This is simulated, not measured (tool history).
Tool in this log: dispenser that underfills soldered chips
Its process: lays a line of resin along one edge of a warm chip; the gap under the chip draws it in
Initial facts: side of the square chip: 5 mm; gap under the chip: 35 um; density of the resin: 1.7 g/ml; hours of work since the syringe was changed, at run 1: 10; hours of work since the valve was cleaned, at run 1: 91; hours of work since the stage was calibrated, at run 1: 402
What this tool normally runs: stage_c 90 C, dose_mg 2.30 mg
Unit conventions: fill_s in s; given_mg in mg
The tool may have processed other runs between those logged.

run   hour  stage_c  dose_mg  hours of work since the syringe was changed  hours of work since the valve was cleaned  hours of work since the stage was calibrated  fill_s  given_mg
  1    0.0       90     2.30                                           10                                         91                                           402    67.8      2.02
       2.0  -- new syringe of resin
  2   13.0       90     2.30                                            9                                        101                                           412    62.4      2.11
      16.8  -- new syringe of resin
  3   23.8       90     2.66                                            5                                        109                                           421    45.4      2.33
      31.8  -- new syringe of resin
  4   36.3       90     2.66                                            3                                        119                                           430    39.2      2.26
      47.2  -- new syringe of resin
  5   49.0       90     2.66                                            1                                        129                                           440    32.8      2.43
  6   58.8       90     2.44                                            9                                        136                                           447    64.0      2.08
      62.2  -- new syringe of resin
      70.0  -- dispensing valve cleaned and set on the balance
  7   70.2       90     2.17                                            6                                          0                                           455    47.7      2.12
      78.0  -- new syringe of resin
  8   78.0       90     2.17                                            0                                          6                                           461    29.6      2.07
  9   87.5       90     2.17                                            7                                         13                                           469    54.7      2.12
      93.3  -- new syringe of resin
 10   94.0       90     2.17                                            1                                         18                                           474    29.6      2.14
 11  102.1       90     2.17                                            7                                         25                                           480    52.3      2.09
     108.0  -- new syringe of resin
 12  109.6       90     2.17                                            1                                         30                                           486    33.1      2.20
 13  122.3       90     2.38                                           11                                         40                                           495    75.0      2.28
     123.5  -- new syringe of resin
 14  130.3       90     2.78                                            5                                         46                                           502    44.8      2.68
 15  136.2       90     2.78                                           10                                         51                                           506    67.6      2.69
     139.0  -- new syringe of resin
 16  142.9       90     2.78                                            3                                         56                                           511    35.9      2.57
 17  149.0       90     2.78                                            8                                         61                                           516    52.9      2.69

Predict the results of run 18:
     154.0  -- new syringe of resin
 18  160.2       80     2.05                                            5                                         69                                           524       ?         ?

{"run 18": {"fill_s": 63.5, "given_mg": 1.95}}
With no hidden state in the tool, this same run would have given fill_s 44.6 s, given_mg 2.08 mg.
